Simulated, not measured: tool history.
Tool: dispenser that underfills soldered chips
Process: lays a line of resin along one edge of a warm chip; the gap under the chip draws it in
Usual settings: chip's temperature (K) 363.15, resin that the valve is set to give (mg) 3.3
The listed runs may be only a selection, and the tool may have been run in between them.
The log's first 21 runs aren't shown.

| run | hour | chip's temperature (K) | resin that the valve is set to give (mg) | time until the resin shows at the far edge (s) | resin that the valve gave (mg) |
|---|---|---|---|---|---|
|  | 174.2 | new syringe of resin |
| 22 | 177.9 | 356.15 | 2.99 | 40.1 | 2.82 |
|  | 185.5 | new syringe of resin |
| 23 | 187.9 | 356.15 | 3.37 | 36 | 3.13 |
|  | 190.5 | dispensing valve cleaned and set on the balance |
| 24 | 194 | 356.15 | 3.37 | 47.8 | 3.38 |
|  | 198 | new syringe of resin |
| 25 | 205.3 | 364.15 | 3.84 | 34.9 | 3.76 |
|  | 209.6 | new syringe of resin |
| 26 | 213.7 | 364.15 | 3.84 | 27.8 | 3.78 |
|  | 221.2 | new syringe of resin |
| 27 | 222.6 | 363.15 | 3.48 | 25.6 | 3.48 |
| 28 | 227.5 | 365.15 | 3.48 | 31.3 | 3.4 |
|  | 232.6 | new syringe of resin |
| 29 | 232.6 | 354.15 | 4.1 | 31.4 | 4.05 |
|  | 244.2 | new syringe of resin |
| 30 | 244.2 | 362.15 | 3.04 | 24.8 | 2.97 |
| 31 | 253.5 | 356.15 | 3.18 | 52.8 | 3.07 |
|  | 255.8 | new syringe of resin |
|  | 265.1 | stage's temperature calibrated |
| 32 | 265.4 | 363.15 | 3.8 | 40.6 | 3.66 |
|  | 268.6 | new syringe of resin |
| 33 | 274.7 | 363.15 | 3.8 | 34.5 | 3.64 |
|  | 280 | new syringe of resin |
| 34 | 280.3 | 356.15 | 4.27 | 32 | 4.13 |

Forecast each of these 4 alternatives for the next run:
| A | 288.8 | 372.15 | 4.27 | ? | ? |
| B | 288.8 | 360.15 | 3.41 | ? | ? |
| C | 288.8 | 354.15 | 3.26 | ? | ? |
| D | 288.8 | 369.15 | 3.43 | ? | ? |

| run | time until the resin shows at the far edge (s) | resin that the valve gave (mg) |
|---|---|---|
| A | 29.2 | 4.11 |
| B | 46.7 | 3.22 |
| C | 59.1 | 3.11 |
| D | 32.2 | 3.29 |
Had the tool no hidden state, the same runs would have come out as:
| run | time until the resin shows at the far edge (s) | resin that the valve gave (mg) |
|---|---|---|
| A | 17.3 | 4.3 |
| B | 27.1 | 3.38 |
| C | 34.3 | 3.26 |
| D | 18.6 | 3.45 |
